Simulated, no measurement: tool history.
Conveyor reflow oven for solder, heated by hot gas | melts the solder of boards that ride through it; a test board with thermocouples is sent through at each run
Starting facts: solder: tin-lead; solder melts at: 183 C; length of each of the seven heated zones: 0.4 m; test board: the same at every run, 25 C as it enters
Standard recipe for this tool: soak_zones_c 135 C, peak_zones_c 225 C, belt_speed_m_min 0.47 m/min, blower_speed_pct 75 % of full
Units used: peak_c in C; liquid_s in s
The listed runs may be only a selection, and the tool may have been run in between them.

Run 1, hour 0: usual settings. Result: peak_c 212.7 C, liquid_s 69.9 s.
Run 2, hour 3.7: usual settings. Result: peak_c 212.1 C, liquid_s 70.3 s.
Run 3, hour 9.9: usual settings but blower_speed_pct 82 % of full. Result: peak_c 213.3 C, liquid_s 72.9 s.
Run 4, hour 16.8: usual settings but blower_speed_pct 82 % of full. Result: peak_c 213.5 C, liquid_s 72.9 s.
Run 5, hour 21.4: usual settings but peak_zones_c 219 C, blower_speed_pct 82 % of full. Result: peak_c 207.9 C, liquid_s 64.3 s.
Run 6, hour 27.7: usual settings but peak_zones_c 219 C, blower_speed_pct 82 % of full. Result: peak_c 208.3 C, liquid_s 64.8 s.
Run 7, hour 36.7: usual settings but peak_zones_c 219 C, blower_speed_pct 82 % of full. Result: peak_c 207.8 C, liquid_s 65.8 s.
Run 8, hour 40.9: usual settings but blower_speed_pct 52 % of full. Result: peak_c 207.9 C, liquid_s 63 s.
Run 9, hour 48.3: usual settings but blower_speed_pct 52 % of full. Result: peak_c 208.3 C, liquid_s 63 s.
Run 10, hour 53.9: usual settings but blower_speed_pct 52 % of full. Result: peak_c 208.5 C, liquid_s 64 s.
Run 11, hour 58.5: usual settings but blower_speed_pct 52 % of full. Result: peak_c 207.9 C, liquid_s 63 s.
Run 12, hour 66: usual settings but blower_speed_pct 52 % of full. Result: peak_c 208.3 C, liquid_s 63.2 s.
Run 13, hour 74.3: usual settings but blower_speed_pct 52 % of full. Result: peak_c 208.1 C, liquid_s 63.4 s.
Run 14, hour 78: usual settings but soak_zones_c 142 C, blower_speed_pct 52 % of full. Result: peak_c 209.7 C, liquid_s 69 s.
Run 15, hour 84.1: usual settings but soak_zones_c 142 C, blower_speed_pct 52 % of full. Result: peak_c 209.8 C, liquid_s 68.8 s.
Run 16, hour 92.2: usual settings but soak_zones_c 142 C, blower_speed_pct 52 % of full. Result: peak_c 209.6 C, liquid_s 68.3 s.
Run 17, hour 98.9: usual settings but soak_zones_c 124 C, peak_zones_c 232 C, belt_speed_m_min 0.526 m/min, blower_speed_pct 79 % of full. Result: peak_c 213.4 C, liquid_s 60.2 s.
Run 18, hour 103.9: usual settings but soak_zones_c 124 C, peak_zones_c 232 C, belt_speed_m_min 0.526 m/min, blower_speed_pct 79 % of full. Result: peak_c 213.3 C, liquid_s 59.8 s.
Run 19, hour 109.6: usual settings but soak_zones_c 126 C, peak_zones_c 238 C, belt_speed_m_min 0.49 m/min, blower_speed_pct 69 % of full. Result: peak_c 219.9 C, liquid_s 71 s.
Run 20, hour 115.9: usual settings but soak_zones_c 126 C, peak_zones_c 238 C, belt_speed_m_min 0.49 m/min, blower_speed_pct 76 % of full. Result: peak_c 220.7 C, liquid_s 71.8 s.
Run 21, hour 121.5: usual settings but soak_zones_c 126 C, peak_zones_c 238 C, belt_speed_m_min 0.49 m/min, blower_speed_pct 76 % of full. Result: peak_c 220.6 C, liquid_s 72.1 s.
Run 22, hour 125.4: usual settings but soak_zones_c 126 C, peak_zones_c 238 C, belt_speed_m_min 0.49 m/min, blower_speed_pct 76 % of full. Result: peak_c 221.3 C, liquid_s 72.6 s.
At hour 131: flux residue cleaned out of gas plates and filters.
Run 23, hour 135.3: usual settings but soak_zones_c 138 C, belt_speed_m_min 0.434 m/min. Result: peak_c 214.9 C, liquid_s 81.2 s.
Run 24, hour 142.2: usual settings but belt_speed_m_min 0.534 m/min. Result: peak_c 207.7 C, liquid_s 56.6 s.
Run 25, hour 149.4: usual settings but belt_speed_m_min 0.42 m/min, blower_speed_pct 56 % of full. Result: peak_c 211.7 C, liquid_s 80.2 s.
Run 26, hour 156.8: usual settings but belt_speed_m_min 0.538 m/min. Result: peak_c 207.6 C, liquid_s 55.8 s.
Run 27, hour 165.7: usual settings but belt_speed_m_min 0.538 m/min. Result: peak_c 207.1 C, liquid_s 55.3 s.
Run 28, hour 171.4: usual settings but soak_zones_c 142 C, peak_zones_c 223 C, belt_speed_m_min 0.502 m/min, blower_speed_pct 71 % of full. Result: peak_c 209.8 C, liquid_s 64.8 s.
Run 29, hour 180.1: usual settings but soak_zones_c 138 C, peak_zones_c 218 C. Result: peak_c 206.1 C, liquid_s 65 s.
At hour 186.6: flux residue cleaned out of gas plates and filters, once more.
Run 30, hour 192.3: usual settings but soak_zones_c 134 C, belt_speed_m_min 0.409 m/min. Result: peak_c 216.3 C, liquid_s 87.6 s.
Run 31, hour 199.6: usual settings but soak_zones_c 134 C, belt_speed_m_min 0.409 m/min. Result: peak_c 216.2 C, liquid_s 88 s.
Run 32, hour 206: usual settings but soak_zones_c 121 C, peak_zones_c 222 C, belt_speed_m_min 0.48 m/min. Result: peak_c 207 C, liquid_s 58.2 s.

Measured minus without-hidden-state, run by run (identical run-to-run variation in each term; gauge scatter may differ):
The hidden state here: heat that the gas passes to the board, % of a clean oven's; belt's true speed, % of the reading; true gas temperature in zones 6 and 7 over the reading, C; drift of the gauge itself on peak_c, C; drift of the gauge itself on liquid_s, %.
run  peak_c  liquid_s
  1    +0.5      +0.4
  2    +0.5      +0.5
  3    +0.4      +0.5
  4    +0.5      +0.4
  5    +0.5      +0.5
  6    +0.5      +0.4
  7    +0.5      +0.5
  8    +0.6      +0.7
  9    +0.6      +0.8
 10    +0.5      +0.8
 11    +0.6      +0.8
 12    +0.5      +0.7
 13    +0.5      +0.8
 14    +0.6      +0.8
 15    +0.6      +0.9
 16    +0.6      +0.9
 17    +0.2      +0.3
 18    +0.2      +0.3
 19    +0.3      +0.5
 20    +0.3      +0.5
 21    +0.3      +0.5
 22    +0.3      +0.5
 23    +0.4      +0.5
 24    +0.1        +0
 25    +0.5      +0.8
 26    +0.1        +0
 27      +0        +0
 28    +0.3      +0.3
 29    +0.3      +0.3
 30    +1.2      +1.9
 31    +1.2      +1.9
 32    +1.2        +2

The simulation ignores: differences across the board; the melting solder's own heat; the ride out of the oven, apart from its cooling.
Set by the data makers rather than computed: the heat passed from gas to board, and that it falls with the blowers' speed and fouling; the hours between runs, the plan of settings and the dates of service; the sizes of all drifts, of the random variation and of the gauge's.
